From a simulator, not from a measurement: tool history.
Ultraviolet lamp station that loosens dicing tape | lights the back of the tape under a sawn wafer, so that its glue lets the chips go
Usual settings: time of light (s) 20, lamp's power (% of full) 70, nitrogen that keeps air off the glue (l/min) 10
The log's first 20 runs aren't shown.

run,day,time of light (s),lamp's power (% of full),nitrogen that keeps air off the glue (l/min),force that peels the tape off (N),light that reached the tape (J/m2)
21,5.696,20,70,4,1.423,2650
22,5.929,20,70,4,1.417,2640
23,6.312,36,70,10,0.318,4810
# day 6.371: window cleaned of glue's vapour
24,6.583,20,88,14,0.515,3170
25,6.800,13,61,14,1.656,1440
26,7.154,17,70,14,0.959,2120
27,7.542,16,76,10,1.131,2180
28,7.908,16,76,10,1.119,2180
# day 8.133: window cleaned of glue's vapour, once more
29,8.217,16,76,10,0.856,2520
30,8.404,11,93,10,1.169,2180
31,8.808,11,93,10,1.117,2170
32,9.054,11,93,10,1.163,2170
33,9.246,11,93,10,1.125,2180
34,9.592,10,71,15,1.553,1490
35,10.017,12,76,14,1.162,1930
36,10.379,12,76,14,1.146,1960
37,10.625,11,92,5,1.687,2120
38,10.971,11,92,5,1.664,2120
39,11.221,38,74,10,0.240,5850
40,11.479,20,82,12,0.488,3430
41,11.850,33,92,17,0.190,6340
42,12.229,11,82,5,1.866,1850
43,12.592,19,70,10,0.781,2820
44,12.933,13,70,5,1.815,1880

Forecast each of these 3 alternatives for the next run:
A,13.271,27,63,5,?,?
B,13.271,23,85,3,?,?
C,13.271,23,99,15,?,?

run,force that peels the tape off (N),light that reached the tape (J/m2)
A,0.797,3540
B,0.951,4050
C,0.264,4690
Without the tool's hidden state the same runs would have given:
run,force that peels the tape off (N),light that reached the tape (J/m2)
A,0.673,3910
B,0.808,4480
C,0.238,5190
